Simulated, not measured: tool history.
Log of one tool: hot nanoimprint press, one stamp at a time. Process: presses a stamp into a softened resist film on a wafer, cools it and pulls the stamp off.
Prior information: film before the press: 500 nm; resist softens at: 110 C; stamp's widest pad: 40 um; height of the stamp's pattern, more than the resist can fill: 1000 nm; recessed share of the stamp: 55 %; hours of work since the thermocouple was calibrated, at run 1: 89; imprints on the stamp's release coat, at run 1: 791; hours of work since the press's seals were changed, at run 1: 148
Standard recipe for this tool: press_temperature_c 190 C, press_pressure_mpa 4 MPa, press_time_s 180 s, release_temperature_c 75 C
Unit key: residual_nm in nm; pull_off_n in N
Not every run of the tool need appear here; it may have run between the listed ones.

run	day	press_temperature_c	press_pressure_mpa	press_time_s	release_temperature_c	hours of work since the thermocouple was calibrated	imprints on the stamp's release coat	hours of work since the press's seals were changed	residual_nm	pull_off_n
1	0	190	4	180	75	89	791	148	219.6	226
2	0.558	190	4	180	75	98	819	157	221.1	228
3	1.15	190	4	180	75	108	850	167	220.3	230
4	1.488	190	4	180	75	113	867	172	221.1	229
5	1.908	190	4	180	73	120	888	179	220.6	245
6	2.275	190	4	180	73	126	907	185	222.8	245
7	2.571	190	4	180	73	131	922	190	221.6	247
8	3.017	190	4	173	73	138	944	197	224.4	251
# day 3.633: stamp cleaned and given a new release coat
9	3.854	190	4	173	73	148	11	207	223.2	205
10	4.471	195	4	180	75	158	42	217	187.4	201
11	5.071	195	4	180	75	167	73	226	186.8	203
12	5.388	195	4	180	75	173	89	232	188	205
13	5.896	195	3.54	180	75	181	115	240	198.3	203
14	6.308	195	4.48	175	75	188	136	247	181.8	203
15	6.954	188	4.48	206	75	198	169	257	216.8	206
16	7.642	190	4	206	70	209	203	268	212.9	231
17	8.275	190	4	152	70	219	236	279	239.6	235
18	8.938	190	4	152	70	230	269	289	240.9	240
19	9.529	197	4	105	75	240	299	299	219.8	212
20	10.062	197	4	105	75	249	326	308	219.4	217
21	10.667	197	4	105	75	258	357	317	220.6	213
22	10.954	190	3.43	180	75	263	372	322	240	219
23	11.512	201	4	127	65	272	400	331	180.4	279
# day 12.004: plate thermocouple calibrated
24	12.242	197	4	127	79	4	431	341	194.9	184
25	12.762	197	4	127	79	12	457	349	195.9	185
26	13.171	197	2.61	127	74	19	478	356	239.1	219

Measured result minus the same run's result without the hidden state. Both carry the same run-to-run variation, though not necessarily the same gauge scatter:
The tool's hidden condition here consists of: true temperature over the reading, C; pressure that arrives at the usual setting, %; grip of the stamp's worn release coat, % over a new coat's; drift of the gauge itself on residual_nm, %; drift of the gauge itself on pull_off_n, %.
run	residual_nm	pull_off_n
1	+3.4	+33
2	+3.7	+34
3	+4.1	+35
4	+4.2	+36
5	+4.4	+39
6	+4.7	+40
7	+4.9	+41
8	+5.2	+42
9	+5.4	+3
10	+5	+6
11	+5.2	+7
12	+5.3	+8
13	+5.7	+9
14	+5.8	+9
15	+7.4	+11
16	+7.5	+13
17	+8.3	+16
18	+8.8	+17
19	+8	+17
20	+8.3	+19
21	+8.6	+20
22	+9.7	+21
23	+7.6	+26
24	-0.3	+12
25	+0	+13
26	-0.4	+18

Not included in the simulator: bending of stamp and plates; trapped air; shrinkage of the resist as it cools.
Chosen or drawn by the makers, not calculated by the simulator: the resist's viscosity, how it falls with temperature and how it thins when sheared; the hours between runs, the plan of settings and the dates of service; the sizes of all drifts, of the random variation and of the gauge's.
